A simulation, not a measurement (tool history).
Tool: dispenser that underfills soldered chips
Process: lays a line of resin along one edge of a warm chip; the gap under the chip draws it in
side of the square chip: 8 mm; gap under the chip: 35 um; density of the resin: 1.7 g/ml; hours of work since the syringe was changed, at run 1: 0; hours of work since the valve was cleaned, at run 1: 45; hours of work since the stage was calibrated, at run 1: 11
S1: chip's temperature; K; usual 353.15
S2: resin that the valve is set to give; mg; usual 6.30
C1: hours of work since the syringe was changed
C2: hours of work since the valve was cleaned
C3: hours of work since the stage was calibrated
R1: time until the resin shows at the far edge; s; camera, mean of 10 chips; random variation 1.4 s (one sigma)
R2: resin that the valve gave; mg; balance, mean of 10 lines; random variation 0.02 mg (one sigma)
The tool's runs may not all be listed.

run   hour      S1    S2  C1   C2   C3     R1    R2
  1    0.0  353.15  6.30   0   45   11  143.0  6.16
  2    3.8  353.15  6.30   3   48   14  180.6  6.14
      10.9  -- new syringe of resin
  3   12.0  353.15  6.30   1   53   19  154.2  6.11
  4   17.0  353.15  6.30   4   57   23  207.0  6.11
      21.7  -- new syringe of resin
  5   21.7  353.15  6.30   0   60   26  139.5  6.15
  6   29.1  353.15  6.30   5   65   31  225.3  6.10
      32.5  -- new syringe of resin
  7   36.6  353.15  6.30   3   70   36  183.3  6.07
  8   43.0  353.15  6.30   7   75   41  269.0  6.08
      44.0  -- new syringe of resin
  9   48.3  358.15  6.30   3   78   44  150.2  6.10
      55.1  -- new syringe of resin
 10   56.4  353.15  6.30   1   83   50  154.9  6.06
 11   64.2  344.15  6.30   6   89   55  358.1  6.04
      66.0  -- new syringe of resin
 12   69.1  344.15  6.30   2   92   58  249.2  6.05
      77.2  -- new syringe of resin
 13   77.4  352.15  7.40   0   98   64  145.8  7.07
 14   83.9  367.15  5.86   5  102   68  123.4  5.58
      88.4  -- new syringe of resin
 15   88.7  360.15  5.53   0  105   71  112.2  5.27
 16   94.0  360.15  5.53   4  109   75  156.6  5.22
      99.5  -- new syringe of resin
 17  100.2  361.15  7.53   1  113   79  106.7  7.14
 18  104.3  352.15  8.02   3  116   82  197.8  7.59
     110.4  -- new syringe of resin
 19  110.4  348.15  7.88   0  120   86  175.2  7.45
 20  115.5  363.15  7.73   4  124   90  129.3  7.31
     121.6  -- new syringe of resin
 21  122.1  363.15  7.73   0  128   94  101.3  7.30
 22  125.7  353.15  5.87   3  131   97  188.7  5.53
 23  129.7  367.15  6.86   6  133   99  135.6  6.45
     132.6  -- new syringe of resin
     135.3  -- dispensing valve cleaned and set on the balance
 24  135.5  367.15  6.86   1    0  103   95.3  6.81

Measured less the same run without the tool's hidden state. The same run-to-run variation is in both; the gauge's scatter may not be:
The hidden state here: resin's viscosity, % of fresh resin's; dose that the valve gives, % of what is set; true chip temperature over the reading, C; drift of the gauge itself on fill_s, %; drift of the gauge itself on given_mg, %.
run      R1     R2
  1    +2.4  -0.14
  2   +39.0  -0.15
  3   +11.8  -0.16
  4   +65.6  -0.18
  5    +0.2  -0.18
  6   +81.3  -0.20
  7   +42.9  -0.21
  8  +128.4  -0.22
  9   +35.3  -0.23
 10   +12.7  -0.24
 11  +152.0  -0.26
 12   +49.2  -0.27
 13    +1.6  -0.33
 14   +41.5  -0.27
 15    +5.9  -0.26
 16   +48.5  -0.27
 17    +6.4  -0.38
 18   +52.1  -0.42
 19    +5.8  -0.42
 20   +36.8  -0.43
 21    +6.3  -0.44
 22   +47.3  -0.34
 23   +55.3  -0.40
 24   +13.6  +0.00
